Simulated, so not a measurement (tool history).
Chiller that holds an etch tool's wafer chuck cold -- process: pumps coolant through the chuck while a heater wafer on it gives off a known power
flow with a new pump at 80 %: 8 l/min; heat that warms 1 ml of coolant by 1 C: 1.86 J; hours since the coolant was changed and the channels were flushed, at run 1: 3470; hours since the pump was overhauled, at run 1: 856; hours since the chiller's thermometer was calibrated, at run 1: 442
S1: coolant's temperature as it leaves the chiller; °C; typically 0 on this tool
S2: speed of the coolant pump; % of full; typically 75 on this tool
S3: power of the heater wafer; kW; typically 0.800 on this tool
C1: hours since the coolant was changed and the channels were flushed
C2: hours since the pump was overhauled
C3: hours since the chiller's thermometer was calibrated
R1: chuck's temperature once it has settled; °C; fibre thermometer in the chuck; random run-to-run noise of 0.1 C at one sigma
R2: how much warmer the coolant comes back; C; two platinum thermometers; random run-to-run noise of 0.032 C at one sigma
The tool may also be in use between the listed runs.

Run 1, hour 0.0: usual settings; C1 3470; C2 856; C3 442. Result: R1 7.2 °C, R2 3.44 C.
At hour 99.4: coolant changed, channels flushed.
Run 2, hour 110.7: usual settings; C1 11; C2 960; C3 547. Result: R1 7.3 °C, R2 3.43 C.
Run 3, hour 226.5: usual settings; C1 127; C2 1076; C3 663. Result: R1 7.3 °C, R2 3.45 C.
Run 4, hour 328.8: usual settings but S2 92 % of full; C1 229; C2 1178; C3 765. Result: R1 6.2 °C, R2 2.80 C.
Run 5, hour 447.3: usual settings; C1 348; C2 1297; C3 883. Result: R1 7.3 °C, R2 3.45 C.
Run 6, hour 521.3: usual settings but S1 8 °C; C1 422; C2 1371; C3 957. Result: R1 15.3 °C, R2 3.44 C.
Run 7, hour 643.4: usual settings; C1 544; C2 1493; C3 1080. Result: R1 7.2 °C, R2 3.44 C.
Run 8, hour 702.6: usual settings but S3 0.733 kW; C1 603; C2 1552; C3 1139. Result: R1 6.6 °C, R2 3.16 C.
Run 9, hour 778.3: usual settings but S3 0.733 kW; C1 679; C2 1628; C3 1214. Result: R1 6.8 °C, R2 3.17 C.
Run 10, hour 852.6: usual settings but S3 0.661 kW; C1 753; C2 1702; C3 1289. Result: R1 6.0 °C, R2 2.80 C.
Run 11, hour 980.0: usual settings but S2 89 % of full; C1 881; C2 1830; C3 1416. Result: R1 6.2 °C, R2 2.88 C.
Run 12, hour 1069.3: usual settings but S3 1.151 kW; C1 970; C2 1919; C3 1505. Result: R1 10.4 °C, R2 5.00 C.
Run 13, hour 1186.2: usual settings but S1 -8 °C; C1 1087; C2 2036; C3 1622. Result: R1 -0.9 °C, R2 3.42 C.
Run 14, hour 1306.3: usual settings but S3 0.616 kW; C1 1207; C2 2156; C3 1742. Result: R1 5.6 °C, R2 2.60 C.
Run 15, hour 1372.6: usual settings but S3 0.616 kW; C1 1273; C2 2222; C3 1809. Result: R1 5.5 °C, R2 2.67 C.
Run 16, hour 1492.0: usual settings but S1 -7 °C, S3 0.616 kW; C1 1393; C2 2342; C3 1928. Result: R1 -1.3 °C, R2 2.66 C.
Run 17, hour 1614.2: usual settings but S1 -7 °C, S3 0.616 kW; C1 1515; C2 2464; C3 2050. Result: R1 -1.3 °C, R2 2.67 C.
Run 18, hour 1669.9: usual settings but S1 7 °C, S3 0.616 kW; C1 1570; C2 2519; C3 2106. Result: R1 12.7 °C, R2 2.63 C.
Run 19, hour 1758.7: usual settings but S1 7 °C, S3 0.616 kW; C1 1659; C2 2608; C3 2195. Result: R1 12.8 °C, R2 2.71 C.
Run 20, hour 1840.6: usual settings but S1 7 °C, S3 0.616 kW; C1 1741; C2 2690; C3 2277. Result: R1 12.6 °C, R2 2.59 C.
Run 21, hour 1936.4: usual settings but S1 -4 °C, S2 83 % of full, S3 0.678 kW; C1 1837; C2 2786; C3 2373. Result: R1 1.8 °C, R2 2.60 C.
Run 22, hour 2056.5: usual settings but S1 6 °C, S2 66 % of full, S3 1.079 kW; C1 1957; C2 2906; C3 2493. Result: R1 17.0 °C, R2 5.24 C.
Run 23, hour 2158.2: usual settings but S1 -9 °C, S3 0.869 kW; C1 2059; C2 3008; C3 2594. Result: R1 -1.1 °C, R2 3.69 C.
Run 24, hour 2253.5: usual settings but S1 4 °C, S3 0.562 kW; C1 2154; C2 3103; C3 2690. Result: R1 9.1 °C, R2 2.44 C.
Run 25, hour 2317.2: usual settings but S1 -8 °C, S3 0.887 kW; C1 2218; C2 3167; C3 2753. Result: R1 0.4 °C, R2 3.86 C.
Run 26, hour 2439.1: usual settings but S1 -8 °C, S3 0.887 kW; C1 2340; C2 3289; C3 2875. Result: R1 0.1 °C, R2 3.83 C.
Run 27, hour 2524.1: usual settings but S1 4 °C, S2 71 % of full, S3 1.115 kW; C1 2425; C2 3374; C3 2960. Result: R1 14.8 °C, R2 5.08 C.
Run 28, hour 2597.4: usual settings but S1 4 °C, S2 71 % of full, S3 1.115 kW; C1 2498; C2 3447; C3 3034. Result: R1 14.8 °C, R2 5.10 C.
Run 29, hour 2660.9: usual settings but S1 -2 °C, S2 96 % of full, S3 1.018 kW; C1 2562; C2 3511; C3 3097. Result: R1 5.6 °C, R2 3.46 C.
Run 30, hour 2758.5: usual settings but S1 -4 °C, S2 72 % of full, S3 0.835 kW; C1 2659; C2 3608; C3 3195. Result: R1 3.9 °C, R2 3.76 C.
At hour 2789.7: chiller's thermometer calibrated.
Run 31, hour 2852.9: usual settings but S2 68 % of full; C1 2753; C2 3702; C3 63. Result: R1 7.9 °C, R2 3.75 C.

Alternative continuations, all from the tool just after run 31; predict every row:
Run A, hour 2956.0: usual settings but S1 6 °C, S2 68 % of full, S3 1.123 kW; C1 2856; C2 3805; C3 166. Result: R1 ?, R2 ?.
Run B, hour 2956.0: usual settings but S2 68 % of full; C1 2856; C2 3805; C3 166. Result: R1 ?, R2 ?.
Run C, hour 2956.0: usual settings but S1 -4 °C, S2 68 % of full, S3 0.584 kW; C1 2856; C2 3805; C3 166. Result: R1 ?, R2 ?.
Run D, hour 2956.0: usual settings but S2 68 % of full; C1 2856; C2 3805; C3 166. Result: R1 ?, R2 ?.
Run E, hour 2956.0: usual settings but S1 5 °C; C1 2856; C2 3805; C3 166. Result: R1 ?, R2 ?.

run    R1    R2
  A  17.2  5.37
  B   7.9  3.81
  C   1.8  2.75
  D   8.0  3.85
  E  12.5  3.42
The same runs, with their run-to-run variation unchanged, on a tool lacking any hidden condition would have given:
run    R1    R2
  A  17.1  5.37
  B   7.9  3.80
  C   1.8  2.75
  D   8.0  3.84
  E  12.5  3.42
